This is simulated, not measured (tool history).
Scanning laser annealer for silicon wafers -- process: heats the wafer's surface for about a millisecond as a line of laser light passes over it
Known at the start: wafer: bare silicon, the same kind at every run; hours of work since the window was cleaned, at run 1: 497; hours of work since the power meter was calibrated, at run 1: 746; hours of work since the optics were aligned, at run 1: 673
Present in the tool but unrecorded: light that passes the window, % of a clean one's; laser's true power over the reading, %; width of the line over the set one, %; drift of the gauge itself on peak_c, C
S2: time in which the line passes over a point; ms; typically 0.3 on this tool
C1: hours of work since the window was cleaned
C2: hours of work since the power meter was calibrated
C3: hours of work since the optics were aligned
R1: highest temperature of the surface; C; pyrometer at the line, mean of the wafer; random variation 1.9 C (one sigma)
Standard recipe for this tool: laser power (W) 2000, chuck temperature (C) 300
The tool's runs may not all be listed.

run 1 hour=0 | laser_power_(W)=2000 S2=0.3 chuck_temperature_(C)=300 | C1=497 C2=746 C3=673 | R1=1066
run 2 hour=75.7 | laser_power_(W)=2000 S2=0.3 chuck_temperature_(C)=300 | C1=546 C2=796 C3=722 | R1=1066
run 3 hour=135.5 | laser_power_(W)=2000 S2=0.3 chuck_temperature_(C)=300 | C1=586 C2=835 C3=762 | R1=1065
run 4 hour=217.1 | laser_power_(W)=2000 S2=0.3 chuck_temperature_(C)=300 | C1=639 C2=888 C3=815 | R1=1065
run 5 hour=276.5 | laser_power_(W)=2000 S2=0.3 chuck_temperature_(C)=316 | C1=678 C2=927 C3=854 | R1=1079
-- hour=359.7 window over the wafer cleaned
run 6 hour=359.7 | laser_power_(W)=2000 S2=0.3 chuck_temperature_(C)=300 | C1=0 C2=981 C3=907 | R1=1082
run 7 hour=446.1 | laser_power_(W)=2000 S2=0.3 chuck_temperature_(C)=300 | C1=57 C2=1037 C3=964 | R1=1079
-- hour=510.1 optics aligned, line set to its width
run 8 hour=526.2 | laser_power_(W)=2000 S2=0.3 chuck_temperature_(C)=300 | C1=106 C2=1087 C3=11 | R1=1073
run 9 hour=595.5 | laser_power_(W)=2000 S2=0.354 chuck_temperature_(C)=300 | C1=151 C2=1132 C3=56 | R1=1132
run 10 hour=660 | laser_power_(W)=1963 S2=0.38 chuck_temperature_(C)=300 | C1=194 C2=1174 C3=98 | R1=1141
-- hour=703.3 optics aligned, line set to its width, once more
run 11 hour=724.5 | laser_power_(W)=1889 S2=0.262 chuck_temperature_(C)=300 | C1=233 C2=1213 C3=14 | R1=994
run 12 hour=779.1 | laser_power_(W)=1840 S2=0.3 chuck_temperature_(C)=311 | C1=269 C2=1249 C3=50 | R1=1026
run 13 hour=838.7 | laser_power_(W)=2120 S2=0.265 chuck_temperature_(C)=261 | C1=308 C2=1288 C3=89 | R1=1045
run 14 hour=900.3 | laser_power_(W)=2000 S2=0.3 chuck_temperature_(C)=270 | C1=348 C2=1329 C3=129 | R1=1052
run 15 hour=936.1 | laser_power_(W)=2000 S2=0.3 chuck_temperature_(C)=270 | C1=372 C2=1352 C3=153 | R1=1048
run 16 hour=1007.8 | laser_power_(W)=1801 S2=0.229 chuck_temperature_(C)=266 | C1=419 C2=1399 C3=200 | R1=882
run 17 hour=1088.1 | laser_power_(W)=1811 S2=0.3 chuck_temperature_(C)=339 | C1=471 C2=1452 C3=252 | R1=1035
run 18 hour=1139.7 | laser_power_(W)=1811 S2=0.3 chuck_temperature_(C)=339 | C1=505 C2=1486 C3=286 | R1=1034

What if the next run were any one of these 4? Each begins from the tool's condition after run 18:
run A hour=1203.4 | laser_power_(W)=2195 S2=0.283 chuck_temperature_(C)=322 | C1=547 C2=1527 C3=328 | R1=?
run B hour=1203.4 | laser_power_(W)=2167 S2=0.36 chuck_temperature_(C)=339 | C1=547 C2=1527 C3=328 | R1=?
run C hour=1203.4 | laser_power_(W)=1901 S2=0.3 chuck_temperature_(C)=300 | C1=547 C2=1527 C3=328 | R1=?
run D hour=1203.4 | laser_power_(W)=1925 S2=0.283 chuck_temperature_(C)=335 | C1=547 C2=1527 C3=328 | R1=?

run=A R1=1149
run=B R1=1246
run=C R1=1031
run=D R1=1056
With the hidden condition removed and each run's random variation left untouched, the same runs would have given:
run=A R1=1172
run=B R1=1271
run=C R1=1051
run=D R1=1075
